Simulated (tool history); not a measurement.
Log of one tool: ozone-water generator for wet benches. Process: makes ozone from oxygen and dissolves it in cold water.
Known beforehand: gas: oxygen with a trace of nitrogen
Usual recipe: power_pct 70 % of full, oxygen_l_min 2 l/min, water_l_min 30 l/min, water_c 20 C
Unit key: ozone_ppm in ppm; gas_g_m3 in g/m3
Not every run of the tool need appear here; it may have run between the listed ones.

run	day	power_pct	oxygen_l_min	water_l_min	water_c	ozone_ppm	gas_g_m3
1	0	70	2	30	20	6.6	154.9
2	1.621	70	2.04	30	20	6.8	153.4
3	3.154	70	2.04	30	20	6.6	151.6
4	4.642	70	2.04	30	20	6.8	151
5	5.867	70	2.04	30	20	6.6	151.1
6	7.729	43	2.04	30	20	4.2	99.5
7	10.421	70	2	30	19	6.7	154.4
8	12.867	70	2	30	20	6.6	153.4
9	14.879	41	2	30	20	4.1	96.7
10	16.579	47	2	30	20	4.5	108.3
11	18.271	47	2	40	20	3.4	108.3
12	19.854	47	2	40	20	3.4	109.3
13	21.912	70	2	30	19	6.4	151.5
14	23.712	70	2	30	13	6.7	150.4
15	26.15	70	2	30	13	6.6	151.1
16	27.796	70	2	30	13	6.6	150.2
# day 28.179: contactor cleaned
17	30.462	94	2	36	20	6.4	189.1
18	32.162	94	1.16	36	14	5.2	240
19	34.046	94	1.16	36	14	5	237
20	36.367	74	1.03	36	27	3.9	205.4
21	38.208	61	2.52	29	23	6.1	119.4
# day 38.525: contactor cleaned, once more
22	39.612	61	2.52	29	23	6.5	120.7
23	41.842	61	2.52	21	23	8.6	117.8
24	43.238	61	2.52	19	13	10.3	118.1
25	46.292	70	2.82	30	25	6.9	126.1
26	47.967	70	2.82	30	25	6.9	126
27	50.429	70	2.82	30	25	6.9	126.4

Each row is a separate what-if for the run after 27, all from the same tool condition, not one after another. Results?
A	52.996	70	2.39	23	25	?	?
B	52.996	70	1.43	19	22	?	?
C	52.996	70	2.82	30	24	?	?
D	52.996	94	1.38	30	22	?	?

run	ozone_ppm	gas_g_m3
A	8.5	134.8
B	8.5	166.2
C	6.9	124.3
D	6.9	216.7
Stripped of hidden state, with their random variation kept, the same runs would have yielded:
run	ozone_ppm	gas_g_m3
A	9.8	154.5
B	9.9	190.5
C	8	142.3
D	8.2	256.9

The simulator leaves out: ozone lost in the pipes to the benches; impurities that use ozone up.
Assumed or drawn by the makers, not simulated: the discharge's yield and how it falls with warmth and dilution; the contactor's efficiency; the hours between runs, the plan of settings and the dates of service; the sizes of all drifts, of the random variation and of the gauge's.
